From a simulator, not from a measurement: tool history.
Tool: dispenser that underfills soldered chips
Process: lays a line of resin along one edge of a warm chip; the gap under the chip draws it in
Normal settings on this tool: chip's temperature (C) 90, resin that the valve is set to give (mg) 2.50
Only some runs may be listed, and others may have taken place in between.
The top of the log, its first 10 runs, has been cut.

run	hour	chip's temperature (C)	resin that the valve is set to give (mg)	time until the resin shows at the far edge (s)	resin that the valve gave (mg)
11	66.6	90	2.72	67.8	2.72
# hour 70.6: new syringe of resin
12	71.7	90	2.72	38.3	2.72
13	78.1	90	2.72	55.1	2.72
# hour 86.4: new syringe of resin
14	88.6	90	2.72	39.8	2.68
15	95.3	90	2.50	60.0	2.47
16	99.7	78	2.50	122.0	2.47
# hour 101.7: new syringe of resin
17	104.8	78	2.50	68.9	2.49
18	114.2	78	2.50	115.5	2.48
# hour 117.0: new syringe of resin
19	121.3	99	2.83	31.3	2.80
20	127.8	99	2.83	43.9	2.76
# hour 132.1: new syringe of resin
21	137.1	76	2.44	84.6	2.38
22	142.8	76	2.44	116.4	2.40
# hour 147.5: new syringe of resin
23	152.1	77	2.12	83.0	2.08
24	158.0	79	2.15	101.7	2.10
# hour 162.7: new syringe of resin
25	163.6	96	2.59	30.5	2.51
26	170.4	96	2.59	44.0	2.52
# hour 178.2: new syringe of resin
27	178.2	96	2.39	29.1	2.31
28	188.5	88	2.50	67.5	2.43
# hour 193.7: new syringe of resin
29	195.4	99	2.64	27.5	2.57
30	200.9	99	2.64	36.5	2.56
31	207.6	87	2.56	86.0	2.48
# hour 209.5: new syringe of resin
32	215.8	89	2.94	52.6	2.84
# hour 224.5: new syringe of resin
33	226.3	89	2.94	40.8	2.84
34	236.0	88	2.15	73.2	2.08
# hour 240.0: new syringe of resin
35	244.4	88	2.15	52.3	2.07

Branching from run 35: 4 alternative next runs. What would each branch give?
A	253.0	87	2.15	?	?
B	253.0	88	2.43	?	?
C	253.0	84	2.50	?	?
D	253.0	86	3.02	?	?

run	time until the resin shows at the far edge (s)	resin that the valve gave (mg)
A	83.7	2.05
B	79.7	2.33
C	95.4	2.38
D	85.9	2.90
Take away the tool's hidden state, keep each run's random variation, and the runs would have read:
run	time until the resin shows at the far edge (s)	resin that the valve gave (mg)
A	44.0	2.14
B	41.9	2.43
C	50.5	2.48
D	45.3	3.03

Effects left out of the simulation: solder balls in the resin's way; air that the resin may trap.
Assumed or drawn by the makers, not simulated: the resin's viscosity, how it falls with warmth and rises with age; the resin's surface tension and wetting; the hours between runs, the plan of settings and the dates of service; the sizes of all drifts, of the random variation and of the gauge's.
